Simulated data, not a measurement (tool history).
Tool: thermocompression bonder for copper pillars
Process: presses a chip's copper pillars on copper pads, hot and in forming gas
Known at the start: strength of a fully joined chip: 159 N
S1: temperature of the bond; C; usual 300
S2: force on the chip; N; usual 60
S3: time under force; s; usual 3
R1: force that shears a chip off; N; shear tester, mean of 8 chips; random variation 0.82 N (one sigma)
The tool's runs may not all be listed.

run    day   S1  S2  S3    R1
  1  0.000  300  60   3  61.1
  2  0.408  300  61   3  61.9
  3  0.729  300  60   7  84.1
  4  1.067  300  60   7  84.1
  5  1.467  300  60   7  84.0
  6  1.708  300  60   7  82.2
  7  1.958  300  60   4  66.4
  8  2.254  300  60   3  60.5
  9  2.596  300  60   3  59.7
 10  2.912  300  60   3  60.7
 11  3.133  300  73   5  88.4
 12  3.592  271  60   2  33.2
 13  3.783  271  60   2  32.6
 14  4.183  271  45   8  41.8
 15  4.596  276  70   2  43.8
 16  4.796  301  60   3  61.0
 17  5.129  287  48   3  38.0
 18  5.604  287  48   3  37.6
 19  5.958  287  42   3  32.6

Forecast each of these 4 alternatives for the next run:
  A  6.383  273  89   5   ?
  B  6.383  287  51   3   ?
  C  6.383  324  76   2   ?
  D  6.383  310  60   3   ?

run    R1
  A  75.7
  B  40.3
  C  87.3
  D  66.5
Without the tool's hidden state the same runs would have given:
run    R1
  A  83.0
  B  44.7
  C  94.3
  D  72.6
